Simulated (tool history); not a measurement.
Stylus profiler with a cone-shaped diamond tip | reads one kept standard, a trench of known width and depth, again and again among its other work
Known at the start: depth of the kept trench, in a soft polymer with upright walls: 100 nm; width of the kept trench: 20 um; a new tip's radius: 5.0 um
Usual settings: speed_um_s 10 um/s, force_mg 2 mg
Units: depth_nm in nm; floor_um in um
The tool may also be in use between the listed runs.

run,day,speed_um_s,force_mg,depth_nm,floor_um
1,0,10,2,101.11,17.63
2,0.988,10,2,101.18,17.61
3,2.329,10,2,101.06,17.57
4,3.671,10,2,101.02,17.52
5,5.25,10,2,100.98,17.55
6,6.9,10,2,101.11,17.49
7,8.371,10,2,100.99,17.51
8,9.696,38,2,101.06,17.35
9,11.317,38,2,101.17,17.32
10,13.167,3,2,101.03,17.49
11,14.325,3,2,101.12,17.5
12,15.942,3,2,100.98,17.44
13,17.746,3,2,101.06,17.42
14,18.654,3,2,100.95,17.4
15,20.258,10,2,101,17.31
16,21.371,10,3.86,101.68,17.34
17,22.596,10,2,101.09,17.35
18,23.454,10,2,100.99,17.35
19,25.088,10,2,101.03,17.32
20,26.475,9,2.92,101.31,17.33
21,27.725,9,2.92,101.37,17.28
22,29.421,4,3.22,101.49,17.3
23,30.642,4,3.22,101.41,17.27
# day 30.779: height scale calibrated on a step standard
24,32.15,4,1.83,100.71,17.2
25,33.117,3,2,100.79,17.29
26,34.017,3,5.57,101.96,17.26
27,35.821,5,2.93,101.12,17.22
28,37.758,9,4.95,101.97,17.2
29,39.75,9,4.95,101.8,17.16
# day 41.038: height scale calibrated on a step standard, once more
30,41.246,6,1.17,100.69,17.17
31,42.925,6,1.17,100.76,17.1
32,44.467,6,1.17,100.73,17.13
33,45.371,6,1.17,100.89,17.12
34,46.7,10,0.86,100.64,17.09
35,47.996,39,2.26,101.23,16.91
36,49.796,39,2.26,101.24,16.95
37,50.804,5,2.35,101.15,17.11

Measured less the same run without the tool's hidden state. The same run-to-run variation is in both; the gauge's scatter may not be:
The hidden state here: radius of the tip, um; height scale over the true one, %; drift of the gauge itself on depth_nm, %; drift of the gauge itself on floor_um, %.
run,depth_nm,floor_um
1,-0.09,-0.36
2,-0.09,-0.37
3,-0.1,-0.39
4,-0.1,-0.4
5,-0.1,-0.42
6,-0.12,-0.44
7,-0.12,-0.46
8,-0.13,-0.47
9,-0.13,-0.49
10,-0.14,-0.52
11,-0.15,-0.54
12,-0.15,-0.55
13,-0.17,-0.57
14,-0.17,-0.58
15,-0.18,-0.6
16,-0.18,-0.61
17,-0.18,-0.62
18,-0.19,-0.64
19,-0.2,-0.65
20,-0.2,-0.66
21,-0.2,-0.69
22,-0.22,-0.69
23,-0.22,-0.71
24,-0.37,-0.73
25,-0.37,-0.74
26,-0.38,-0.75
27,-0.38,-0.76
28,-0.4,-0.79
29,-0.4,-0.81
30,-0.04,-0.82
31,-0.05,-0.84
32,-0.05,-0.85
33,-0.06,-0.86
34,-0.06,-0.87
35,-0.07,-0.88
36,-0.07,-0.9
37,-0.09,-0.91
